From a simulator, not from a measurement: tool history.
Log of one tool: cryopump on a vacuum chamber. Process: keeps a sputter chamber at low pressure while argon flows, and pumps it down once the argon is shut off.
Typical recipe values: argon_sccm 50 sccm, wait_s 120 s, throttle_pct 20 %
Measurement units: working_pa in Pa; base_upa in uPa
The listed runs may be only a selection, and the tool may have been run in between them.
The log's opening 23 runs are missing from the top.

run,day,argon_sccm,wait_s,throttle_pct,hours of work since the pump was warmed up and emptied,hours of work since the cold head was overhauled,hours of work since the chamber's fittings were tightened,working_pa,base_upa
24,36.858,52,89,48,746,746,1302,0.1373,2.16
25,38.296,80,156,33,772,772,1328,0.3012,2.07
26,40.512,80,156,33,811,811,1367,0.3018,2.15
27,41.842,80,156,33,835,835,1391,0.3045,2.18
28,43.333,80,156,33,862,862,1418,0.3012,2.26
29,44.35,30,87,27,880,880,1436,0.1376,2.42
30,46.075,30,217,35,911,911,1467,0.1083,2.18
31,47.338,30,217,35,934,934,1490,0.1084,2.22
# day 48.838: pump warmed up, emptied and cooled again
32,49.108,33,59,28,5,962,1518,0.1372,2.32
33,50.308,33,59,28,26,984,1540,0.1379,2.38

Branching from run 33: 4 alternative next runs. What would each branch give?
A,51.712,55,45,35,52,1009,1565,?,?
B,51.712,80,59,28,52,1009,1565,?,?
C,51.712,36,120,20,52,1009,1565,?,?
D,51.712,25,59,28,52,1009,1565,?,?

run,working_pa,base_upa
A,0.1836,2.58
B,0.3344,2.36
C,0.2085,2.1
D,0.1042,2.41
Without the tool's hidden state the same runs would have given:
run,working_pa,base_upa
A,0.1825,1.03
B,0.3327,0.8
C,0.2077,0.52
D,0.1037,0.85
